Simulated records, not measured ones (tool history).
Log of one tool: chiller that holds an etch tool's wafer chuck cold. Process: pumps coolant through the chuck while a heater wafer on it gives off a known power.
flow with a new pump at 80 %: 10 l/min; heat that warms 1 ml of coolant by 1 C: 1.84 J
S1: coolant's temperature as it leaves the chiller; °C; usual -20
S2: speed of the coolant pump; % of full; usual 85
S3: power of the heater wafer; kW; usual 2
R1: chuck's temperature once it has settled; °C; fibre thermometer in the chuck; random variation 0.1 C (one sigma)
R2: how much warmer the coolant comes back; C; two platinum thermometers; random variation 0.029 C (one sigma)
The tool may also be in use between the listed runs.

{"run": 1, "day": 0.0, "S1": -20, "S2": 85, "S3": 2, "R1": 6.6, "R2": 6.11}
{"run": 2, "day": 1.2, "S1": -20, "S2": 85, "S3": 2, "R1": 6.5, "R2": 6.21}
{"run": 3, "day": 1.842, "S1": -20, "S2": 85, "S3": 2, "R1": 6.7, "R2": 6.16}
{"run": 4, "day": 2.625, "S1": -20, "S2": 85, "S3": 2, "R1": 6.6, "R2": 6.16}
{"run": 5, "day": 3.371, "S1": -20, "S2": 85, "S3": 2, "R1": 6.7, "R2": 6.17}
{"run": 6, "day": 4.425, "S1": -20, "S2": 85, "S3": 2, "R1": 6.8, "R2": 6.15}
{"run": 7, "day": 5.708, "S1": -20, "S2": 85, "S3": 2, "R1": 6.9, "R2": 6.17}
{"run": 8, "day": 6.929, "S1": -20, "S2": 85, "S3": 2, "R1": 6.8, "R2": 6.17}
{"run": 9, "day": 7.712, "S1": -20, "S2": 85, "S3": 2, "R1": 6.9, "R2": 6.21}
{"run": 10, "day": 8.892, "S1": -20, "S2": 85, "S3": 2, "R1": 6.9, "R2": 6.14}
{"run": 11, "day": 9.946, "S1": -20, "S2": 85, "S3": 1.072, "R1": -5.4, "R2": 3.3}
{"run": 12, "day": 10.767, "S1": -20, "S2": 85, "S3": 2, "R1": 7.1, "R2": 6.19}
{"day": 11.108, "done": "coolant changed, channels flushed"}
{"run": 13, "day": 11.592, "S1": -20, "S2": 85, "S3": 2, "R1": 3.6, "R2": 6.19}
{"run": 14, "day": 12.221, "S1": -20, "S2": 85, "S3": 2, "R1": 3.7, "R2": 6.16}
{"run": 15, "day": 12.975, "S1": -21, "S2": 85, "S3": 2.588, "R1": 9.6, "R2": 8.01}
{"run": 16, "day": 13.808, "S1": -24, "S2": 98, "S3": 1.431, "R1": -9, "R2": 3.79}
{"run": 17, "day": 14.946, "S1": -24, "S2": 89, "S3": 1.723, "R1": -4.3, "R2": 5.08}
{"run": 18, "day": 15.642, "S1": -24, "S2": 89, "S3": 1.723, "R1": -4.3, "R2": 5.12}
{"run": 19, "day": 16.412, "S1": -18, "S2": 73, "S3": 2.118, "R1": 11.1, "R2": 7.66}
{"run": 20, "day": 17.262, "S1": -18, "S2": 73, "S3": 2.118, "R1": 10.9, "R2": 7.66}
{"run": 21, "day": 18.271, "S1": -20, "S2": 71, "S3": 2, "R1": 8.1, "R2": 7.51}
{"run": 22, "day": 19.238, "S1": -21, "S2": 67, "S3": 1.489, "R1": 1.1, "R2": 5.93}
{"run": 23, "day": 19.862, "S1": -19, "S2": 63, "S3": 1.227, "R1": 0.3, "R2": 5.2}
{"run": 24, "day": 20.917, "S1": -19, "S2": 63, "S3": 1.227, "R1": 0.1, "R2": 5.19}
{"run": 25, "day": 22.092, "S1": -16, "S2": 80, "S3": 1.819, "R1": 6.9, "R2": 6}
{"run": 26, "day": 23.075, "S1": -16, "S2": 80, "S3": 1.819, "R1": 7, "R2": 6.06}
{"run": 27, "day": 23.912, "S1": -20, "S2": 85, "S3": 2.007, "R1": 4.1, "R2": 6.25}

3 ways to go on from here, each from the tool as it stands after run 27. What would each give?
{"run": "A", "day": 24.871, "S1": -20, "S2": 75, "S3": 2.22, "R1": "?", "R2": "?"}
{"run": "B", "day": 24.871, "S1": -24, "S2": 85, "S3": 1.558, "R1": "?", "R2": "?"}
{"run": "C", "day": 24.871, "S1": -20, "S2": 91, "S3": 2, "R1": "?", "R2": "?"}

run=A R1=10 R2=7.87
run=B R1=-5 R2=4.87
run=C R1=2.9 R2=5.74
Without the tool's hidden state the same runs would have given:
run=A R1=8.8 R2=7.77
run=B R1=-5.9 R2=4.81
run=C R1=1.9 R2=5.66

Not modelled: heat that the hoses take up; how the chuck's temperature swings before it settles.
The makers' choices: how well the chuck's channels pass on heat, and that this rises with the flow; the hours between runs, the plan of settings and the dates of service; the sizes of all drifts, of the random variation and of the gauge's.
